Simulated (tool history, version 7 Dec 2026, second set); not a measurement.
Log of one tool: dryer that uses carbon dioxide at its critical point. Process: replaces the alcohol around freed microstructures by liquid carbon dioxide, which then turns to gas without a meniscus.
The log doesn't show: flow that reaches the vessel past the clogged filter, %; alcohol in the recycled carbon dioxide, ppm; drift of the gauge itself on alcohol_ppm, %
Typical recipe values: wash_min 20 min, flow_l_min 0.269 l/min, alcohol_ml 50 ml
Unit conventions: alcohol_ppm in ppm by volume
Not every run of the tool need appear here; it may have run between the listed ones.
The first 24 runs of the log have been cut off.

| run | hour | wash_min | flow_l_min | alcohol_ml | hours of work since the filter was changed | hours of work since the purifier's bed was changed | alcohol_ppm |
|---|---|---|---|---|---|---|---|
| 25 | 247.7 | 22 | 0.318 | 34 | 46 | 332 | 111 |
| 26 | 257.6 | 22 | 0.239 | 31 | 54 | 340 | 296 |
| 27 | 270.4 | 22 | 0.239 | 31 | 64 | 350 | 291 |
| 28 | 283.9 | 22 | 0.239 | 31 | 74 | 361 | 296 |
| 29 | 290.3 | 30 | 0.220 | 24 | 79 | 366 | 125 |
| 30 | 296.8 | 19 | 0.309 | 48 | 84 | 371 | 259 |
| 31 | 306.3 | 19 | 0.309 | 48 | 92 | 378 | 271 |
| 32 | 320.0 | 19 | 0.309 | 48 | 103 | 389 | 265 |
| 33 | 331.1 | 19 | 0.309 | 48 | 111 | 397 | 257 |
| 34 | 340.9 | 19 | 0.309 | 48 | 119 | 405 | 276 |
| 35 | 351.4 | 20 | 0.187 | 117 | 127 | 413 | 4122 |
| 36 | 359.8 | 20 | 0.187 | 117 | 134 | 420 | 4021 |

What will run 37 give?
| 37 | 366.0 | 16 | 0.300 | 45 | 139 | 425 | ? |

{"run 37": {"alcohol_ppm": 596}}
On a tool with no hidden condition, and with the same random variation, this run would have come out at alcohol_ppm 457 ppm by volume.

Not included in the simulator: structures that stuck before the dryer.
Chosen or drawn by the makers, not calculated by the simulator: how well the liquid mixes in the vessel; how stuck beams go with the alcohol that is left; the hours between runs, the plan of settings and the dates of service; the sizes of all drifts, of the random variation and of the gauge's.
